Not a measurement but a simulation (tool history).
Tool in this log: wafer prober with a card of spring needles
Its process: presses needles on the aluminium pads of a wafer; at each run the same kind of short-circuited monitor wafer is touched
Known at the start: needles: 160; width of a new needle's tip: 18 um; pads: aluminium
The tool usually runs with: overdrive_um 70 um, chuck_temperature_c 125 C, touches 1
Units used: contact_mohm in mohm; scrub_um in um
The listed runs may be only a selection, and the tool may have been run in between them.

run	hour	overdrive_um	chuck_temperature_c	touches	contact_mohm	scrub_um
1	0	70	125	1	264	12.56
# hour 5.5: tips cleaned on abrasive film
# hour 19: tips cleaned on abrasive film
2	27.7	70	125	1	271	12.44
# hour 30.5: tips cleaned on abrasive film
# hour 44: tips cleaned on abrasive film
# hour 57.6: tips cleaned on abrasive film
# hour 69.9: tips cleaned on abrasive film
3	69.9	70	125	1	202	12.37
# hour 83.3: tips cleaned on abrasive film
# hour 96.7: tips cleaned on abrasive film
# hour 99.7: height of the first contact set anew
4	106.9	70	108	1	269	12.88
# hour 109.7: tips cleaned on abrasive film
# hour 123.2: tips cleaned on abrasive film
# hour 136.7: tips cleaned on abrasive film
5	146.5	70	108	1	271	12.92
# hour 149.2: tips cleaned on abrasive film
# hour 162.5: tips cleaned on abrasive film
# hour 176: tips cleaned on abrasive film
6	186.6	70	108	1	270	12.82
# hour 189.3: tips cleaned on abrasive film
# hour 200.2: tips cleaned on abrasive film
# hour 213.7: tips cleaned on abrasive film
7	223.6	70	108	1	275	12.7
# hour 226.4: tips cleaned on abrasive film
# hour 239.9: tips cleaned on abrasive film
# hour 245.4: tips cleaned on abrasive film, once more
# hour 259: tips cleaned on abrasive film
8	268.6	70	108	1	275	12.62
# hour 271.4: tips cleaned on abrasive film
# hour 282.3: tips cleaned on abrasive film
# hour 295.8: tips cleaned on abrasive film
9	297.4	70	108	1	241	12.71
# hour 308.2: tips cleaned on abrasive film
# hour 321.4: tips cleaned on abrasive film
# hour 335: tips cleaned on abrasive film
# hour 348.5: tips cleaned on abrasive film
10	349	70	125	1	218	12.61
# hour 359.6: tips cleaned on abrasive film
# hour 373.1: tips cleaned on abrasive film
# hour 384.3: tips cleaned on abrasive film
11	384.3	70	125	3	202	12.55
# hour 397.7: tips cleaned on abrasive film
# hour 411.1: tips cleaned on abrasive film
# hour 422: tips cleaned on abrasive film
12	425.6	70	125	3	224	12.52
# hour 433.8: tips cleaned on abrasive film
# hour 441.9: height of the first contact set anew
# hour 447.4: tips cleaned on abrasive film
# hour 458.2: tips cleaned on abrasive film
# hour 471.8: tips cleaned on abrasive film
13	475.8	70	125	1	258	12.82
# hour 483.7: tips cleaned on abrasive film
# hour 496.9: tips cleaned on abrasive film
# hour 510: tips cleaned on abrasive film
14	516	70	125	1	272	12.78
# hour 521.2: tips cleaned on abrasive film
# hour 534.7: tips cleaned on abrasive film
15	543	75	57	1	258	13.68
# hour 545.8: tips cleaned on abrasive film
# hour 559.4: tips cleaned on abrasive film
# hour 572.6: tips cleaned on abrasive film
# hour 585.7: tips cleaned on abrasive film
16	589	75	57	1	253	13.67
# hour 597.2: tips cleaned on abrasive film
# hour 610.4: tips cleaned on abrasive film
# hour 621.3: tips cleaned on abrasive film
# hour 634.5: tips cleaned on abrasive film
17	636	66	31	1	233	11.94
# hour 646.8: tips cleaned on abrasive film
# hour 660.2: tips cleaned on abrasive film
18	663	66	90	2	232	11.91
# hour 671.2: tips cleaned on abrasive film
# hour 684.5: tips cleaned on abrasive film
# hour 698: tips cleaned on abrasive film
19	702.3	66	90	2	249	11.82
# hour 710.4: tips cleaned on abrasive film
# hour 723.8: tips cleaned on abrasive film
20	726.9	70	26	1	264	12.51
# hour 734.8: tips cleaned on abrasive film
# hour 748.2: tips cleaned on abrasive film
# hour 761.2: tips cleaned on abrasive film
# hour 774.7: tips cleaned on abrasive film
21	776.2	70	26	1	227	12.53
# hour 784.1: height of the first contact set anew
# hour 786.9: tips cleaned on abrasive film
# hour 800.3: tips cleaned on abrasive film
22	802.9	70	103	1	243	12.83
# hour 813.7: tips cleaned on abrasive film
# hour 824.6: tips cleaned on abrasive film
# hour 838: tips cleaned on abrasive film
23	841.6	56	59	1	313	10.26
# hour 849.8: tips cleaned on abrasive film
# hour 860.7: tips cleaned on abrasive film
# hour 873.7: tips cleaned on abrasive film
24	873.7	70	115	1	202	12.86
# hour 887.2: tips cleaned on abrasive film
# hour 900.6: tips cleaned on abrasive film
# hour 913.6: tips cleaned on abrasive film
25	919.3	70	125	2	246	12.71
# hour 924.4: tips cleaned on abrasive film
# hour 935.3: tips cleaned on abrasive film
# hour 948.8: tips cleaned on abrasive film
# hour 961.1: tips cleaned on abrasive film
26	961.1	59	109	3	208	10.69
# hour 974.7: tips cleaned on abrasive film
# hour 985.5: tips cleaned on abrasive film
27	990.7	59	102	2	260	10.66
# hour 998.9: tips cleaned on abrasive film
# hour 1012.5: tips cleaned on abrasive film
28	1021	69	121	2	254	12.51

Each row is a separate what-if for the run after 28, all from the same tool condition, not one after another. Results?
# hour 1023.5: tips cleaned on abrasive film
# hour 1037: tips cleaned on abrasive film
# hour 1050.6: tips cleaned on abrasive film
# hour 1064.1: tips cleaned on abrasive film
# hour 1077.2: tips cleaned on abrasive film
A	1077.2	63	26	3	?	?
# hour 1023.5: tips cleaned on abrasive film
# hour 1037: tips cleaned on abrasive film
# hour 1050.6: tips cleaned on abrasive film
# hour 1064.1: tips cleaned on abrasive film
# hour 1077.2: tips cleaned on abrasive film
B	1077.2	88	120	2	?	?
# hour 1023.5: tips cleaned on abrasive film
# hour 1037: tips cleaned on abrasive film
# hour 1050.6: tips cleaned on abrasive film
# hour 1064.1: tips cleaned on abrasive film
# hour 1077.2: tips cleaned on abrasive film
C	1077.2	76	46	2	?	?

run	contact_mohm	scrub_um
A	186	11.19
B	197	15.84
C	186	13.57
Take away the tool's hidden state, keep each run's random variation, and the runs would have read:
run	contact_mohm	scrub_um
A	178	11.54
B	190	16.19
C	178	13.93

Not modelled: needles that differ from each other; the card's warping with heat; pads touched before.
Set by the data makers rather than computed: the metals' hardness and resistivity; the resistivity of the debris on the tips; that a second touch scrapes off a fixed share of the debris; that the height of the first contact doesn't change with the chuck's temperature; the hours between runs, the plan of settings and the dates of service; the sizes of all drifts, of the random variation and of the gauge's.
